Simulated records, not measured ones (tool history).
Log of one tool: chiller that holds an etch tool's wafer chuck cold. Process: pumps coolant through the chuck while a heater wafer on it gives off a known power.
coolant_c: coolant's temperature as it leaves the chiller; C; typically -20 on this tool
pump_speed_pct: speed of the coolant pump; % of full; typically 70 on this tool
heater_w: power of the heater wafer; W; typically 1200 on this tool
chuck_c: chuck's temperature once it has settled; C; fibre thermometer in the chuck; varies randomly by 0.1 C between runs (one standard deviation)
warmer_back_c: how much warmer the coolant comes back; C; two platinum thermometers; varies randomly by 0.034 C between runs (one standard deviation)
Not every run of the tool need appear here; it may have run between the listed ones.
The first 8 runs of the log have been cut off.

run,hour,coolant_c,pump_speed_pct,heater_w,hours since the coolant was changed and the channels were flushed,hours since the pump was overhauled,hours since the chiller's thermometer was calibrated,chuck_c,warmer_back_c
9,233.9,-20,70,1200,923,719,3270,-9.8,5.07
10,255.9,-17,70,1200,945,741,3292,-6.9,5.04
11,296.4,-17,71,1200,985,781,3333,-6.9,4.90
12,315.9,-17,73,1200,1005,801,3352,-7.2,4.76
13,341.6,-17,73,1200,1031,826,3378,-7.0,4.81
14,363.3,-17,73,1200,1052,848,3400,-7.2,4.72
15,395.7,-17,73,1431,1085,880,3432,-5.3,5.67
16,434.3,-17,73,1431,1123,919,3471,-5.2,5.66
17,466.7,-20,70,1200,1156,951,3503,-9.7,4.98
18,498.9,-20,70,1200,1188,984,3535,-9.8,4.90
19,515.8,-25,77,1200,1205,1001,3552,-15.5,4.38
20,541.3,-23,61,1218,1230,1026,3578,-11.1,5.87
21,559.2,-24,67,637,1248,1044,3596,-18.4,2.62
22,582.3,-18,67,1685,1271,1067,3619,-3.0,7.38
23,613.1,-22,61,1386,1302,1098,3650,-8.7,6.64
24,633.6,-22,79,1771,1323,1118,3670,-8.4,6.38
25,661.1,-18,73,1346,1350,1146,3698,-6.9,5.15
26,681.7,-24,93,1475,1371,1166,3718,-14.3,4.34
27,698.1,-14,93,1776,1387,1183,3735,-2.4,5.34

Run 28, settings as shown, results not yet in. Your forecast:
28,729.7,-14,93,1776,1419,1214,3766,?,?

Run 28 yielded chuck_c -2.3 C, warmer_back_c 5.26 C.
Minus the tool's unlogged condition, the same run would have read chuck_c -2.3 C, warmer_back_c 5.62 C.
